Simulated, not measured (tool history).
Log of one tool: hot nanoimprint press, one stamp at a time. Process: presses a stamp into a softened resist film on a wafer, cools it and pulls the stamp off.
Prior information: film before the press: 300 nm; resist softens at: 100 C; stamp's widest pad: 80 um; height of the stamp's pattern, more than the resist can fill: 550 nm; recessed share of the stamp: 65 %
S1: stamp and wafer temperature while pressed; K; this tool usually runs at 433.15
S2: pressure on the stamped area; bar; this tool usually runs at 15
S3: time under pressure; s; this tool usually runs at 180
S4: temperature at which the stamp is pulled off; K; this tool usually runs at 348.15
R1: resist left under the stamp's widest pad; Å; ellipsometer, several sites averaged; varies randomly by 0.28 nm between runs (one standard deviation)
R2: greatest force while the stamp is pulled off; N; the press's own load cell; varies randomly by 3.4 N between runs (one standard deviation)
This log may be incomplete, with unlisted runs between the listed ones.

run    hour      S1    S2   S3      S4    R1   R2
  1       0  433.15    15  180  348.15  1760  235
  2    39.8  433.15    15  180  348.15  1758  255
       73.1  -- stamp cleaned and given a new release coat
  3    84.8  433.15    15  180  348.15  1756  168
  4   117.4  433.15    15  180  348.15  1756  164
  5   153.9  433.15    15  180  348.15  1754  170
  6   204.7  433.15    15  196  348.15  1705  175
      236.4  -- plate thermocouple calibrated
  7   240.6  433.15  11.7  180  348.15  1892  176
  8   299.2  433.15  11.7  180  348.15  1887  180
  9   328.8  435.15  11.7  180  348.15  1725  186
 10   369.9  433.15    15  180  352.15  1717  170
 11   398.2  433.15    15  180  352.15  1711  169
 12   456.2  433.15    15  180  352.15  1714  179
 13   504.3  433.15    15  180  351.15  1710  189
      524.9  -- plate thermocouple calibrated, once more
 14     569  433.15    15  180  351.15  1780  198
 15   609.3  433.15    15  180  351.15  1783  208
 16   639.8  433.15    15  180  351.15  1781  200
 17   669.4  430.15  22.7  180  343.15  1754  249
 18   698.6  430.15  22.7  180  343.15  1760  250
 19   737.8  443.15    15  180  352.15  1054  208
 20   766.8  443.15    15  180  339.15  1053  279
 21   806.1  433.15   9.3  180  352.15  2097  215
 22   847.4  444.15  21.8  205  336.15   784  309
 23   874.6  438.15    15  144  349.15  1483  238
 24   906.5  438.15    15  201  348.15  1317  263
 25   949.4  429.15    15  105  348.15  2366  254
      963.7  -- stamp cleaned and given a new release coat
 26  1011.7  429.15    15  105  348.15  2370  162
 27    1052  444.15  20.7  261  342.15   728  193
 28  1086.5  444.15  18.9  261  351.15   762  159
 29    1121  443.15  11.1  235  342.15  1096  201
 30  1168.4  428.15  12.7  145  338.15  2383  216

Forecast each of these 4 alternatives for the next run:
  A  1205.2  433.15   9.4  180  348.15   ?   ?
  B  1205.2  443.15  10.6  119  348.15   ?   ?
  C  1205.2  442.15  21.1  180  348.15   ?   ?
  D  1205.2  428.15  12.7  126  349.15   ?   ?

run    R1   R2
  A  2071  185
  B  1435  188
  C   932  178
  D  2438  182
What these runs would have given with no unlogged condition in the tool:
run    R1   R2
  A  2109  163
  B  1459  166
  C   927  157
  D  2464  160

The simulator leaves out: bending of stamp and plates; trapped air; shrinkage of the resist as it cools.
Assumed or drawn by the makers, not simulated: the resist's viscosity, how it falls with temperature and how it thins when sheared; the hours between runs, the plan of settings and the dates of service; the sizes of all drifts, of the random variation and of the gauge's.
